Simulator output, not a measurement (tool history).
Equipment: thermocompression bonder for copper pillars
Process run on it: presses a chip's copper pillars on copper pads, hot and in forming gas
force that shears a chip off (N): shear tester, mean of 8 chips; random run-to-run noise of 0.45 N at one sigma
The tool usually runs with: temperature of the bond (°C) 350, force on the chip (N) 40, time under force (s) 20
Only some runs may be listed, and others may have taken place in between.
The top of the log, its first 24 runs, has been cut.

run   hour  temperature of the bond (°C)  force on the chip (N)  time under force (s)  hours of work since the heater was calibrated  hours of work since the force cell was calibrated  hours of work since the gas filter was changed  force that shears a chip off (N)
 25  177.7                           350                     30                    15                                              9                                                165                                             359                              30.2
 26  182.2                           368                     45                    40                                             11                                                168                                             361                              70.4
 27  190.5                           350                     45                    20                                             14                                                171                                             365                              48.6
 28  197.7                           362                     30                    23                                             18                                                175                                             369                              40.2
 29  205.8                           368                     57                    27                                             22                                                179                                             372                              75.1
 30  212.2                           339                     38                    52                                             25                                                182                                             375                              55.2
 31  219.3                           339                     38                    52                                             28                                                185                                             379                              54.9
 32  228.5                           339                     38                    52                                             32                                                189                                             383                              55.8
 33  238.2                           357                     40                    20                                             37                                                194                                             387                              48.1
 34  247.2                           357                     40                    20                                             41                                                198                                             392                                47
     250.6  -- forming gas filter changed
 35  253.7                           322                     25                    40                                             44                                                201                                               1                              30.8
 36  260.7                           373                     52                    40                                             47                                                204                                               5                              82.1
 37  267.9                           373                     52                    40                                             50                                                207                                               8                              83.1
 38  274.7                           350                     40                    20                                             53                                                210                                              11                              46.5
 39  283.9                           358                     41                    12                                             58                                                215                                              16                              41.5

Predict each of these 4 candidate next runs independently; none follows another, all start after run 39:
  A  291.3                           343                     53                    59                                             61                                                218                                              19                                 ?
  B  291.3                           350                     53                    20                                             61                                                218                                              19                                 ?
  C  291.3                           350                     40                    33                                             61                                                218                                              19                                 ?
  D  291.3                           370                     24                    11                                             61                                                218                                              19                                 ?

run  force that shears a chip off (N)
  A                              78.3
  B                              57.5
  C                              55.7
  D                              27.1
Stripped of hidden state, with their random variation kept, the same runs would have yielded:
run  force that shears a chip off (N)
  A                              77.6
  B                              56.9
  C                                55
  D                              26.7
